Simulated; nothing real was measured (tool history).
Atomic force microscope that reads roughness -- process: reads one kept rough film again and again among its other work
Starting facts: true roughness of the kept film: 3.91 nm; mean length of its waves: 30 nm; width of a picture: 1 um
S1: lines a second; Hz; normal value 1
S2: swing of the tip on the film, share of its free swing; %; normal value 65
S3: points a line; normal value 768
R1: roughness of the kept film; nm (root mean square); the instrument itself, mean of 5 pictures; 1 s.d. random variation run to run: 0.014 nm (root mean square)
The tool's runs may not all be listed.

run 1 hour=0 | S1=1 S2=65 S3=768 | R1=2.555
-- hour=23.6 new tip fitted
run 2 hour=46.4 | S1=1 S2=65 S3=300 | R1=2.942
run 3 hour=83.9 | S1=1 S2=65 S3=300 | R1=2.56
-- hour=104.1 new tip fitted
run 4 hour=123.6 | S1=1 S2=65 S3=300 | R1=3.014
run 5 hour=152.6 | S1=1.62 S2=65 S3=768 | R1=2.632
-- hour=181.2 new tip fitted
run 6 hour=182.6 | S1=1.62 S2=65 S3=768 | R1=3.335
run 7 hour=241.5 | S1=1.62 S2=65 S3=480 | R1=2.473
-- hour=261.4 new tip fitted
run 8 hour=307.6 | S1=1 S2=65 S3=768 | R1=2.656
-- hour=338.3 new tip fitted
run 9 hour=371.7 | S1=1 S2=81 S3=768 | R1=2.741
-- hour=414.7 new tip fitted
run 10 hour=430.2 | S1=1 S2=81 S3=394 | R1=3.003
-- hour=492.9 new tip fitted
run 11 hour=493.1 | S1=1 S2=81 S3=394 | R1=3.305
run 12 hour=541.5 | S1=1 S2=81 S3=394 | R1=2.607
-- hour=572.8 new tip fitted
run 13 hour=572.8 | S1=1 S2=81 S3=394 | R1=3.307
run 14 hour=610.9 | S1=1 S2=81 S3=394 | R1=2.719
-- hour=653.1 new tip fitted
run 15 hour=661 | S1=2.1 S2=65 S3=768 | R1=3.17
run 16 hour=693.2 | S1=2.1 S2=65 S3=768 | R1=2.779
-- hour=730.8 new tip fitted
run 17 hour=759.4 | S1=1 S2=58 S3=768 | R1=2.901
run 18 hour=805.2 | S1=1 S2=58 S3=768 | R1=2.411
-- hour=808.8 new tip fitted
run 19 hour=851.7 | S1=1 S2=65 S3=768 | R1=2.669
-- hour=887.9 new tip fitted
run 20 hour=915 | S1=1 S2=65 S3=768 | R1=2.923
-- hour=969.3 new tip fitted
run 21 hour=973.3 | S1=1 S2=65 S3=768 | R1=3.314
run 22 hour=1016.9 | S1=1.13 S2=65 S3=768 | R1=2.625
-- hour=1049.7 new tip fitted
run 23 hour=1071.7 | S1=1 S2=65 S3=892 | R1=3.007
run 24 hour=1102.8 | S1=1 S2=65 S3=892 | R1=2.586
-- hour=1126.1 new tip fitted
run 25 hour=1168.1 | S1=1 S2=65 S3=892 | R1=2.714
-- hour=1204.2 new tip fitted
run 26 hour=1227.7 | S1=1 S2=65 S3=892 | R1=2.981
run 27 hour=1256.9 | S1=1.69 S2=87 S3=869 | R1=2.481
-- hour=1280.1 new tip fitted
run 28 hour=1321.6 | S1=1.69 S2=87 S3=869 | R1=2.574
-- hour=1355.9 new tip fitted
run 29 hour=1368.2 | S1=1.69 S2=88 S3=689 | R1=2.923
run 30 hour=1430.2 | S1=1.77 S2=72 S3=768 | R1=2.314
-- hour=1437 new tip fitted
run 31 hour=1465 | S1=1.77 S2=72 S3=768 | R1=2.808
-- hour=1512.7 new tip fitted
-- hour=1525.5 height scale calibrated on a step standard
run 32 hour=1528.5 | S1=1.06 S2=77 S3=722 | R1=3.102
run 33 hour=1564.9 | S1=2.46 S2=77 S3=812 | R1=2.503
-- hour=1590.3 new tip fitted
run 34 hour=1600.5 | S1=2.46 S2=77 S3=812 | R1=3.035
run 35 hour=1656.6 | S1=2.46 S2=77 S3=383 | R1=2.288
-- hour=1666.8 new tip fitted
run 36 hour=1717.9 | S1=0.9 S2=81 S3=392 | R1=2.606
-- hour=1746.7 new tip fitted
run 37 hour=1761.9 | S1=0.9 S2=81 S3=392 | R1=3.089
run 38 hour=1816.3 | S1=1.99 S2=72 S3=906 | R1=2.376
-- hour=1824.1 new tip fitted
run 39 hour=1876.1 | S1=0.66 S2=68 S3=266 | R1=2.639
-- hour=1903.2 new tip fitted
run 40 hour=1911.8 | S1=0.66 S2=77 S3=928 | R1=3.233
run 41 hour=1946.6 | S1=0.66 S2=72 S3=768 | R1=2.734
-- hour=1980.3 new tip fitted
run 42 hour=1988.3 | S1=0.66 S2=72 S3=768 | R1=3.226
run 43 hour=2023.3 | S1=0.66 S2=72 S3=768 | R1=2.752
-- hour=2058.1 new tip fitted
run 44 hour=2087.2 | S1=0.66 S2=72 S3=768 | R1=2.929
-- hour=2136.3 new tip fitted
run 45 hour=2136.3 | S1=0.89 S2=88 S3=370 | R1=3.271
run 46 hour=2184.4 | S1=1 S2=65 S3=825 | R1=2.684
-- hour=2215.6 new tip fitted
run 47 hour=2244.5 | S1=1 S2=68 S3=470 | R1=2.921
-- hour=2291.7 new tip fitted
run 48 hour=2313.2 | S1=1 S2=68 S3=470 | R1=3.002
run 49 hour=2361.6 | S1=1.58 S2=78 S3=300 | R1=2.305
-- hour=2368.9 new tip fitted
run 50 hour=2424.2 | S1=1.58 S2=78 S3=300 | R1=2.532
-- hour=2446 new tip fitted
run 51 hour=2483.6 | S1=0.86 S2=65 S3=274 | R1=2.767

Each row is a separate what-if for the run after 51, all from the same tool condition, not one after another. Results?
-- hour=2524 new tip fitted
run A hour=2544.7 | S1=1 S2=65 S3=354 | R1=?
-- hour=2524 new tip fitted
run B hour=2544.7 | S1=2.36 S2=65 S3=274 | R1=?
-- hour=2524 new tip fitted
run C hour=2544.7 | S1=0.86 S2=72 S3=788 | R1=?

run=A R1=2.979
run=B R1=2.92
run=C R1=3.019
Stripped of hidden state, with their random variation kept, the same runs would have yielded:
run=A R1=3.391
run=B R1=3.323
run=C R1=3.435
